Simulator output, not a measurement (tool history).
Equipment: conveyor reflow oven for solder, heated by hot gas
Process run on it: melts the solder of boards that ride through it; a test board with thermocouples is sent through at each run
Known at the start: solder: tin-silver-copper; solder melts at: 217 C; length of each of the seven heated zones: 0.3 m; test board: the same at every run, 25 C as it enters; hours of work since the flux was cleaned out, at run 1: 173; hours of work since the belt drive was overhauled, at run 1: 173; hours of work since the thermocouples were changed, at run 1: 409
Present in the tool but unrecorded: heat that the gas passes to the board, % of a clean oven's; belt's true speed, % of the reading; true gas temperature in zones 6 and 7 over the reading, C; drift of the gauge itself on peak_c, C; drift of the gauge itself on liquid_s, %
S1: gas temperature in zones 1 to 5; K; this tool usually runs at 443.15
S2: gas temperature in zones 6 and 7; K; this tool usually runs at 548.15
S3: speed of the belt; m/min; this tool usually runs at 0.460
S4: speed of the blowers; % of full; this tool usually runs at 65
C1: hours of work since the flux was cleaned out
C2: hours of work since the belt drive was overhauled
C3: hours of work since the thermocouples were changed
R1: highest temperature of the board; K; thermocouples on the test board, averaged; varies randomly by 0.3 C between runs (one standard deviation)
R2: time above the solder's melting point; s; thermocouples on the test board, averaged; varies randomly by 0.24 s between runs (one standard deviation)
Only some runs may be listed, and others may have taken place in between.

run   hour      S1      S2     S3  S4   C1   C2   C3      R1    R2
  1    0.0  443.15  548.15  0.460  65  173  173  409  524.05  54.7
  2   26.8  443.15  553.15  0.460  65  192  192  429  528.05  57.7
  3   73.1  443.15  548.15  0.459  65  226  226  462  523.25  54.2
  4  120.0  443.15  548.15  0.459  65  260  260  496  523.15  53.8
  5  148.0  443.15  546.15  0.460  65  280  280  516  521.65  52.0
     158.2  -- flux residue cleaned out of gas plates and filters
  6  184.2  443.15  546.15  0.460  65   19  302  539  523.75  55.1
  7  235.2  443.15  546.15  0.460  65   56  339  576  522.95  54.4
  8  271.9  443.15  548.15  0.460  65   82  366  602  524.65  55.6
  9  325.8  443.15  548.15  0.460  65  121  405  641  524.65  55.4
     347.5  -- thermocouples of zones 6 and 7 changed
 10  385.6  443.15  548.15  0.460  65  163  447   28  526.05  56.6
 11  443.2  443.15  548.15  0.460  65  204  488   69  525.35  56.1
 12  499.8  443.15  548.15  0.460  65  245  529  110  525.15  55.7
     507.6  -- belt drive overhauled, speed set with a stopwatch
 13  549.2  443.15  548.15  0.460  65  278   30  143  524.65  55.3
     561.4  -- flux residue cleaned out of gas plates and filters
 14  610.0  443.15  548.15  0.460  65   35   70  183  527.05  57.5

What will run 15 give?
 15  642.6  429.15  548.15  0.460  65  59  94  207   ?   ?

R1: 524.45 K
R2: 50.5 s
If the tool had no hidden condition, the same run with the same run-to-run variation would have returned R1 525.05 K, R2 50.5 s.
